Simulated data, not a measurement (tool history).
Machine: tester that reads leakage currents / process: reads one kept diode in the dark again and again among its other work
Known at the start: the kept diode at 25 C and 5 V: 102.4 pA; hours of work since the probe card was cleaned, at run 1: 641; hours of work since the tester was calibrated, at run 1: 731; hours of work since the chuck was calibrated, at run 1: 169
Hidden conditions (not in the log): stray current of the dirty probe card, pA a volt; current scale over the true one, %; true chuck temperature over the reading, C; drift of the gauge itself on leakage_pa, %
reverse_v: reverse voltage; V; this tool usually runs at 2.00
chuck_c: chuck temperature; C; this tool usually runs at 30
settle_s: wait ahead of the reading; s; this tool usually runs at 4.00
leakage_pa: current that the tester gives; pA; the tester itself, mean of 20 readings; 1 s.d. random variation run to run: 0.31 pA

run	day	reverse_v	chuck_c	settle_s	hours of work since the probe card was cleaned	hours of work since the tester was calibrated	hours of work since the chuck was calibrated	leakage_pa
1	0.000	2.00	30	4.00	641	731	169	105.01
2	0.921	2.00	30	4.00	658	748	186	105.30
3	2.725	2.00	41	4.00	692	782	220	228.09
4	3.688	2.00	30	4.00	710	800	238	106.32
5	5.542	2.00	56	4.00	745	834	272	600.08
6	6.988	2.00	56	4.00	772	862	300	600.23
7	8.750	2.00	30	3.36	805	895	333	107.21
# day 9.025: probe card cleaned and baked
8	10.200	1.43	30	5.07	22	920	357	94.28
9	12.021	1.43	26	5.07	56	954	392	70.76
10	13.475	4.86	30	4.00	83	981	419	156.18
11	15.321	3.30	32	3.81	118	1016	454	154.02
12	16.567	1.59	33	0.35	142	1039	477	123.91
13	17.642	1.59	33	0.35	162	1059	497	124.71
# day 17.917: probe card cleaned and baked, once more
14	19.571	9.84	56	2.52	31	1093	531	1145.88

Forecast each of these 5 alternatives for the next run:
A	20.688	9.84	44	2.52	52	1114	552	?
B	20.688	9.87	23	0.40	52	1114	552	?
C	20.688	4.75	26	4.46	52	1114	552	?
D	20.688	3.89	56	2.52	52	1114	552	?
E	20.688	5.76	30	0.68	52	1114	552	?

run	leakage_pa
A	534.05
B	128.49
C	114.05
D	800.40
E	167.35
Without the tool's hidden state the same runs would have given:
run	leakage_pa
A	511.84
B	122.40
C	108.58
D	770.03
E	159.70

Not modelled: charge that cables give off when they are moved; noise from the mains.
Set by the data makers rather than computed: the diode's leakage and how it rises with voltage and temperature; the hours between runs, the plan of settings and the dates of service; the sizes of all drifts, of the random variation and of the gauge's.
